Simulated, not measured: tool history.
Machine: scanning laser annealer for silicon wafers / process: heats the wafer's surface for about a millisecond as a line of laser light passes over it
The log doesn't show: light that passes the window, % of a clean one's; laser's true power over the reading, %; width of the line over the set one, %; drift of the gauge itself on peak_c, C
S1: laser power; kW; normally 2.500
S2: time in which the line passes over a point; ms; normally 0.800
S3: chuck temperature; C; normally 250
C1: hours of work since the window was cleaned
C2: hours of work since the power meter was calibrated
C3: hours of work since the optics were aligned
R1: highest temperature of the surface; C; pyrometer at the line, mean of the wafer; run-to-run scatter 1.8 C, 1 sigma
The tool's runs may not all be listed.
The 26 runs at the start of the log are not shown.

run,hour,S1,S2,S3,C1,C2,C3,R1
27,1298.9,2.695,0.993,250,889,2378,87,1072
28,1337.9,2.695,0.651,255,919,2408,117,897
29,1404.0,2.695,0.967,218,969,2459,168,1029
# hour 1447.0: window over the wafer cleaned
30,1469.9,2.381,0.935,283,18,2508,217,1012
31,1528.7,2.690,0.800,250,63,2553,262,991
32,1570.8,2.177,0.800,250,95,2586,294,863
33,1627.7,2.500,0.563,231,139,2630,338,797
34,1678.1,2.587,0.869,231,178,2668,377,976
35,1707.6,2.486,0.869,221,200,2691,400,941
36,1750.5,2.735,0.869,252,233,2724,432,1035
37,1799.1,2.735,0.869,252,271,2761,470,1036
38,1838.8,2.625,0.945,250,301,2792,500,1041
39,1873.0,2.727,0.800,220,327,2818,527,964
40,1928.5,2.537,0.800,239,370,2861,569,935
41,1960.6,2.526,0.800,215,395,2885,594,903

Here are 3 independent what-if runs from the current tool condition. What would each one return?
A,2002.0,2.500,0.859,257,427,2917,626,?
B,2002.0,2.480,0.800,235,427,2917,626,?
C,2002.0,2.526,0.810,268,427,2917,626,?

run,R1
A,967
B,913
C,961
Without the tool's hidden state the same runs would have given:
run,R1
A,987
B,932
C,980
